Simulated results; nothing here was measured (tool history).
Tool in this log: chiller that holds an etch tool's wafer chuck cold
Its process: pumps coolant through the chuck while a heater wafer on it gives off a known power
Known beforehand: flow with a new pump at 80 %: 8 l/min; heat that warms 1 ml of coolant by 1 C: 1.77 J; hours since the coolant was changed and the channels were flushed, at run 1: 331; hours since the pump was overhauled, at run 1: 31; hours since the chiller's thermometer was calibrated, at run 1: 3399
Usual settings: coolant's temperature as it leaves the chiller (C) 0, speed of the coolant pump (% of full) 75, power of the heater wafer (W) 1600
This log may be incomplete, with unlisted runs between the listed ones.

run     day  coolant's temperature as it leaves the chiller (C)  speed of the coolant pump (% of full)  power of the heater wafer (W)  hours since the coolant was changed and the channels were flushed  hours since the pump was overhauled  hours since the chiller's thermometer was calibrated  chuck's temperature once it has settled (C)  how much warmer the coolant comes back (C)
  1       0                                                   0                                     75                           1600                                                                331                                   31                                                  3399                                         18.7                                        7.23
  2   1.412                                                   0                                     75                           1600                                                                365                                   65                                                  3433                                         18.9                                        7.21
  3   3.271                                                   0                                     75                           1600                                                                410                                  110                                                  3478                                         18.8                                        7.21
  4   6.275                                                   0                                     75                           1600                                                                482                                  182                                                  3550                                         18.8                                        7.16
  5   9.283                                                   0                                     75                           1600                                                                554                                  254                                                  3622                                         18.9                                        7.17
  6  12.254                                                   0                                     75                           1600                                                                625                                  326                                                  3693                                         18.8                                         7.2
  7  15.379                                                   0                                     75                           1600                                                                700                                  401                                                  3768                                         18.6                                        7.15
  8  18.233                                                   0                                     75                           1716                                                                769                                  469                                                  3837                                         20.1                                        7.67
  9  20.683                                                   0                                     75                           1716                                                                827                                  528                                                  3896                                         20.2                                        7.63
 10  22.675                                                   0                                     75                           1716                                                                875                                  576                                                  3943                                           20                                         7.6

Run by run, hidden condition taken away, random variation retained:
The tool's hidden condition here consists of: heat passed by the chuck's channels, % of clean ones'; flow at a given pump speed, % of a new pump's; coolant's true temperature over the reading, C; drift of the gauge itself on chuck_c, C; drift of the gauge itself on warmer_back_c, C.
run  how much warmer the coolant comes back (C)
  1                                        7.23
  2                                        7.22
  3                                        7.22
  4                                        7.18
  5                                        7.21
  6                                        7.25
  7                                        7.21
  8                                        7.75
  9                                        7.72
 10                                         7.7
chuck's temperature once it has settled (C) without the hidden state stays within 0.1 of what was measured, in all runs.
